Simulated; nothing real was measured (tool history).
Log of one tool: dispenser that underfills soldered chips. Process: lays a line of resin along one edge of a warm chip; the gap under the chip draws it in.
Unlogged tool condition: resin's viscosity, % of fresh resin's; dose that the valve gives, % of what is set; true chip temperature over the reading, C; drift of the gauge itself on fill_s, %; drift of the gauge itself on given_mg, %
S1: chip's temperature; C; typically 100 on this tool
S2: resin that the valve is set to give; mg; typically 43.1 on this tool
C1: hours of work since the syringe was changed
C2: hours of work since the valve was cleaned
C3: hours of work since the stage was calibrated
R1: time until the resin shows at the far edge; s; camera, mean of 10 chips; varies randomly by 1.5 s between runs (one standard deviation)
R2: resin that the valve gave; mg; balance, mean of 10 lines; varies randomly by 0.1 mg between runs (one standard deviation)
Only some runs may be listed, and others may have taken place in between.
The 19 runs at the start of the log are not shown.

run,hour,S1,S2,C1,C2,C3,R1,R2
20,94.4,100,53.8,11,56,180,280.5,51.41
# hour 95.2: new syringe of resin
21,97.8,108,37.6,2,59,182,128.3,35.95
22,102.2,89,45.1,5,62,185,347.0,42.83
# hour 106.4: dispensing valve cleaned and set on the balance
23,109.3,89,45.1,9,2,189,438.9,45.15
# hour 113.4: new syringe of resin
24,113.8,89,45.1,0,5,192,280.4,44.69
25,118.0,89,45.1,3,8,195,322.2,44.73
26,122.0,89,45.1,6,11,198,365.0,44.46
27,129.1,89,45.7,11,16,203,474.1,44.85
# hour 130.6: new syringe of resin
28,136.7,113,39.8,4,21,208,114.0,39.17
29,140.3,113,39.8,7,23,210,128.3,38.88
30,146.6,95,52.8,11,27,215,356.5,51.49
# hour 147.9: new syringe of resin
31,152.0,95,39.9,3,31,218,241.4,38.83
32,158.1,95,39.9,7,35,222,302.9,38.77
33,161.1,111,40.3,9,37,224,163.9,39.12
# hour 165.4: new syringe of resin
34,167.2,95,44.6,1,41,228,231.3,43.11
35,173.7,95,44.6,6,46,233,279.5,42.79

4 ways to go on from here, each from the tool as it stands after run 35. What would each give?
A,180.3,87,40.1,10,50,238,?,?
B,180.3,107,47.5,10,50,238,?,?
C,180.3,100,48.3,10,50,238,?,?
D,180.3,100,42.1,10,50,238,?,?

run,R1,R2
A,534.4,38.45
B,207.4,45.70
C,283.9,46.28
D,279.3,40.36
Take away the tool's hidden state, keep each run's random variation, and the runs would have read:
run,R1,R2
A,277.9,40.06
B,109.8,47.62
C,149.6,48.22
D,146.5,42.05
